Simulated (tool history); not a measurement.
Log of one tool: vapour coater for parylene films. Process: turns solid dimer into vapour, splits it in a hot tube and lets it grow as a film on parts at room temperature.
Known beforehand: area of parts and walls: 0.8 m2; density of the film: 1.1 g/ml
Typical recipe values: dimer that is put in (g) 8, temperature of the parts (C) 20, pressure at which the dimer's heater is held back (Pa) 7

| run | hour | dimer that is put in (g) | temperature of the parts (C) | pressure at which the dimer's heater is held back (Pa) | thickness of the film (µm) |
|---|---|---|---|---|---|
| 1 | 0 | 8 | 20 | 7 | 6.9 |
| 2 | 11.9 | 8 | 20 | 7 | 6.98 |
| 3 | 30.2 | 8 | 20 | 7 | 6.96 |
| 4 | 41.3 | 8 | 20 | 7 | 6.94 |
| 5 | 60.5 | 8 | 20 | 7 | 6.92 |
| 6 | 81.1 | 8 | 25 | 7 | 6.09 |
| 7 | 93.1 | 8 | 25 | 7 | 6.12 |
| 8 | 109.6 | 8 | 25 | 7 | 6.07 |
| 9 | 123.1 | 8 | 25 | 7 | 6.1 |
| 10 | 133 | 7 | 20 | 7 | 6.02 |
| 11 | 153.4 | 8 | 23 | 7 | 6.37 |
| 12 | 173.8 | 8 | 23 | 7 | 6.35 |
| 13 | 188.7 | 8 | 20 | 4.29 | 7.13 |
| 14 | 200.5 | 8 | 20 | 4.29 | 7.15 |
| 15 | 216.1 | 8 | 20 | 4.29 | 7.11 |
| 16 | 235.8 | 8 | 20 | 4.29 | 7.12 |
| 17 | 251.5 | 8 | 20 | 7 | 6.84 |
| 18 | 263 | 8 | 20 | 6.52 | 6.87 |
| 19 | 273 | 8 | 23 | 11.33 | 6.12 |
| 20 | 290.3 | 8 | 21 | 5.01 | 6.83 |
| 21 | 299.4 | 8 | 21 | 5.01 | 6.84 |
| 22 | 319.3 | 14 | 17 | 4.12 | 13.35 |
| 23 | 333.4 | 4 | 21 | 2.72 | 3.58 |
| 24 | 352.1 | 4 | 30 | 2.72 | 2.89 |
| 25 | 360.9 | 11 | 16 | 8.38 | 10.09 |
| 26 | 377.3 | 4 | 20 | 2.67 | 3.66 |
| 27 | 394.6 | 4 | 20 | 2.67 | 3.64 |
| 28 | 405.1 | 4 | 20 | 2.67 | 3.65 |
| 29 | 415.3 | 3 | 24 | 6.33 | 2.32 |
| 30 | 431.5 | 3 | 24 | 6.33 | 2.32 |
| 31 | 442.8 | 4 | 28 | 4.47 | 2.89 |
| 32 | 459.4 | 4 | 28 | 4.47 | 2.88 |
| 33 | 469.2 | 4 | 28 | 4.47 | 2.9 |
| 34 | 480.9 | 4 | 13 | 3.04 | 4.27 |
| 35 | 500.4 | 13 | 20 | 7 | 10.89 |

Branching from run 35: 5 alternative next runs. What would each branch give?
|  | 506.4 | gauge calibrated |
| A | 520.2 | 13 | 22 | 11.79 | ? |
|  | 506.4 | gauge calibrated |
| B | 520.2 | 8 | 20 | 5.67 | ? |
|  | 506.4 | gauge calibrated |
| C | 520.2 | 10 | 20 | 7 | ? |
|  | 506.4 | gauge calibrated |
| D | 520.2 | 13 | 22 | 7 | ? |
|  | 506.4 | gauge calibrated |
| E | 520.2 | 6 | 16 | 7.84 | ? |

| run | thickness of the film (µm) |
|---|---|
| A | 10.29 |
| B | 7.06 |
| C | 8.64 |
| D | 10.77 |
| E | 5.66 |
Had the tool no hidden state, the same runs would have come out as:
| run | thickness of the film (µm) |
|---|---|
| A | 10.31 |
| B | 7.07 |
| C | 8.66 |
| D | 10.8 |
| E | 5.67 |

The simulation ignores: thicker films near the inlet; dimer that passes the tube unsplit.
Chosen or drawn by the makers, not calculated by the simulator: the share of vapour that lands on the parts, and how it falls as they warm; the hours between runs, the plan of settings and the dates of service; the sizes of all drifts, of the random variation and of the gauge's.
